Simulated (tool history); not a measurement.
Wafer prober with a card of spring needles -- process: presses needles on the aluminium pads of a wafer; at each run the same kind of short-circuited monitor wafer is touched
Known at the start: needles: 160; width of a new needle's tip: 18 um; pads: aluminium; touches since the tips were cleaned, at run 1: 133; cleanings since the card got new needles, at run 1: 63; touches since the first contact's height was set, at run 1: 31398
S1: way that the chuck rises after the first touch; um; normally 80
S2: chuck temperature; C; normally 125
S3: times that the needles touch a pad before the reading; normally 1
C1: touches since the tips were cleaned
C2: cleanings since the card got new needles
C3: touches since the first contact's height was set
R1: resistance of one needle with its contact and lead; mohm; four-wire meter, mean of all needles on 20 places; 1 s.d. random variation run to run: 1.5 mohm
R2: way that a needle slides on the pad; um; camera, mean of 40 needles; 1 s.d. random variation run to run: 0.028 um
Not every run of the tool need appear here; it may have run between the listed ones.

| run | hour | S1 | S2 | S3 | C1 | C2 | C3 | R1 | R2 |
|---|---|---|---|---|---|---|---|---|---|
| 1 | 0 | 80 | 125 | 1 | 133 | 63 | 31398 | 148 | 21.8 |
|  | 12.3 | tips cleaned on abrasive film |
|  | 27.6 | tips cleaned on abrasive film |
|  | 39.9 | tips cleaned on abrasive film |
|  | 55 | tips cleaned on abrasive film |
| 2 | 64 | 80 | 125 | 1 | 4620 | 67 | 64004 | 162 | 21.64 |
|  | 70.2 | tips cleaned on abrasive film |
|  | 85.2 | tips cleaned on abrasive film |
|  | 100.4 | tips cleaned on abrasive film |
| 3 | 105.3 | 80 | 125 | 1 | 2523 | 70 | 84994 | 156 | 21.62 |
|  | 114.5 | tips cleaned on abrasive film |
|  | 129.9 | tips cleaned on abrasive film |
|  | 136.3 | height of the first contact set anew |
|  | 142.5 | tips cleaned on abrasive film |
|  | 156.2 | tips cleaned on abrasive film |
| 4 | 156.2 | 80 | 125 | 1 | 0 | 74 | 10109 | 149 | 21.91 |
|  | 171.3 | tips cleaned on abrasive film |
|  | 186.3 | tips cleaned on abrasive film |
| 5 | 196.2 | 80 | 125 | 1 | 5057 | 76 | 30508 | 160 | 21.84 |
|  | 199.4 | tips cleaned on abrasive film |
|  | 214.5 | tips cleaned on abrasive film |
|  | 226.8 | tips cleaned on abrasive film |
| 6 | 228 | 80 | 125 | 1 | 613 | 79 | 46646 | 149 | 21.74 |
|  | 240.3 | tips cleaned on abrasive film |
|  | 255.6 | tips cleaned on abrasive film |
|  | 270.8 | tips cleaned on abrasive film |
|  | 283.1 | tips cleaned on abrasive film |
| 7 | 290 | 80 | 125 | 1 | 3563 | 83 | 78234 | 158 | 21.63 |
|  | 296.2 | tips cleaned on abrasive film |
|  | 308.5 | tips cleaned on abrasive film |
|  | 320.8 | tips cleaned on abrasive film |
|  | 333.1 | tips cleaned on abrasive film |
|  | 333.4 | height of the first contact set anew |
|  | 348.6 | tips cleaned on abrasive film |
| 8 | 357 | 80 | 125 | 1 | 4325 | 88 | 12037 | 163 | 21.89 |
|  | 363.2 | tips cleaned on abrasive film |
|  | 375.5 | tips cleaned on abrasive film |
|  | 387.8 | tips cleaned on abrasive film |
|  | 400.9 | tips cleaned on abrasive film |
| 9 | 400.9 | 80 | 125 | 1 | 0 | 92 | 34334 | 150 | 21.77 |
|  | 416 | tips cleaned on abrasive film |
|  | 428.3 | tips cleaned on abrasive film |
| 10 | 435.8 | 80 | 125 | 1 | 3842 | 94 | 52090 | 160 | 21.76 |
|  | 442 | tips cleaned on abrasive film |
|  | 454.3 | tips cleaned on abrasive film |
|  | 469.4 | tips cleaned on abrasive film |
|  | 481.7 | tips cleaned on abrasive film |
| 11 | 482.8 | 80 | 125 | 1 | 533 | 98 | 75980 | 149 | 21.57 |
|  | 495.1 | tips cleaned on abrasive film |
|  | 507.4 | tips cleaned on abrasive film |
|  | 522.7 | tips cleaned on abrasive film |
|  | 532.2 | height of the first contact set anew |
|  | 535.3 | tips cleaned on abrasive film |
| 12 | 541.3 | 80 | 125 | 1 | 3084 | 102 | 4648 | 158 | 21.9 |
|  | 550.6 | tips cleaned on abrasive film |
|  | 565.9 | tips cleaned on abrasive film |
|  | 578.2 | tips cleaned on abrasive film |
| 13 | 589.6 | 80 | 125 | 1 | 5837 | 105 | 29226 | 164 | 21.8 |
|  | 592.7 | tips cleaned on abrasive film |
|  | 605 | tips cleaned on abrasive film |
|  | 617.3 | tips cleaned on abrasive film |
|  | 632.5 | tips cleaned on abrasive film |
|  | 647.3 | tips cleaned on abrasive film |
| 14 | 657.4 | 80 | 125 | 1 | 5178 | 110 | 63744 | 162 | 21.64 |
|  | 660.6 | tips cleaned on abrasive film |
|  | 672.9 | tips cleaned on abrasive film |
|  | 685.2 | tips cleaned on abrasive film |
|  | 700.5 | tips cleaned on abrasive film |
| 15 | 705.4 | 80 | 125 | 1 | 2491 | 114 | 88121 | 162 | 21.56 |
|  | 714.7 | tips cleaned on abrasive film |
|  | 729.9 | tips cleaned on abrasive film |
|  | 730.2 | height of the first contact set anew |
|  | 745.5 | tips cleaned on abrasive film |
|  | 757.8 | tips cleaned on abrasive film |
| 16 | 770 | 80 | 125 | 1 | 6231 | 118 | 20300 | 164 | 21.84 |
|  | 773.1 | tips cleaned on abrasive film |
|  | 785.4 | tips cleaned on abrasive film |
|  | 800.6 | tips cleaned on abrasive film |
| 17 | 802.7 | 63 | 125 | 2 | 1049 | 121 | 36896 | 157 | 17.14 |
|  | 814.8 | tips cleaned on abrasive film |
|  | 827.1 | tips cleaned on abrasive film |
|  | 839.4 | tips cleaned on abrasive film |
|  | 851.7 | tips cleaned on abrasive film |
| 18 | 857.2 | 80 | 45 | 1 | 2805 | 125 | 64621 | 149 | 21.67 |
|  | 866.4 | tips cleaned on abrasive film |
|  | 881.7 | tips cleaned on abrasive film |
|  | 894.1 | tips cleaned on abrasive film |
| 19 | 902.4 | 80 | 45 | 1 | 4284 | 128 | 87663 | 154 | 21.58 |
|  | 908.6 | tips cleaned on abrasive film |
|  | 924 | tips cleaned on abrasive film |
|  | 927.3 | height of the first contact set anew |
|  | 936.6 | tips cleaned on abrasive film |
|  | 951.5 | tips cleaned on abrasive film |
|  | 966.8 | tips cleaned on abrasive film |
| 20 | 971 | 80 | 80 | 2 | 2119 | 133 | 22219 | 147 | 21.85 |
|  | 980.2 | tips cleaned on abrasive film |
|  | 992.5 | tips cleaned on abrasive film |
|  | 1004.8 | tips cleaned on abrasive film |
|  | 1017.1 | tips cleaned on abrasive film |
|  | 1032.5 | tips cleaned on abrasive film |
| 21 | 1035.3 | 80 | 43 | 1 | 1433 | 138 | 54917 | 146 | 21.66 |
|  | 1047.5 | tips cleaned on abrasive film |
|  | 1062.9 | tips cleaned on abrasive film |
|  | 1075.2 | tips cleaned on abrasive film |
| 22 | 1083.1 | 89 | 35 | 1 | 4085 | 141 | 79290 | 146 | 24.04 |
|  | 1089.3 | tips cleaned on abrasive film |
|  | 1104.7 | tips cleaned on abrasive film |
|  | 1119.9 | tips cleaned on abrasive film |
|  | 1126.3 | height of the first contact set anew |
|  | 1132.5 | tips cleaned on abrasive film |
|  | 1147.6 | tips cleaned on abrasive film |
| 23 | 1147.6 | 75 | 35 | 1 | 0 | 146 | 10808 | 138 | 20.47 |
|  | 1163 | tips cleaned on abrasive film |
|  | 1178.3 | tips cleaned on abrasive film |
| 24 | 1188.8 | 80 | 125 | 1 | 5373 | 148 | 31813 | 167 | 21.84 |
|  | 1192 | tips cleaned on abrasive film |
|  | 1204.3 | tips cleaned on abrasive film |
|  | 1219.3 | tips cleaned on abrasive film |
| 25 | 1225.2 | 81 | 125 | 1 | 3014 | 151 | 50306 | 161 | 21.99 |

The next listed run, before its measurement:
|  | 1234.4 | tips cleaned on abrasive film |
|  | 1246.7 | tips cleaned on abrasive film |
| 26 | 1254.4 | 80 | 77 | 2 | 3929 | 153 | 65178 | ? | ? |

R1: 153 mohm
R2: 21.67 um
With no hidden state in the tool, this same run would have given R1 141 mohm, R2 21.91 um.
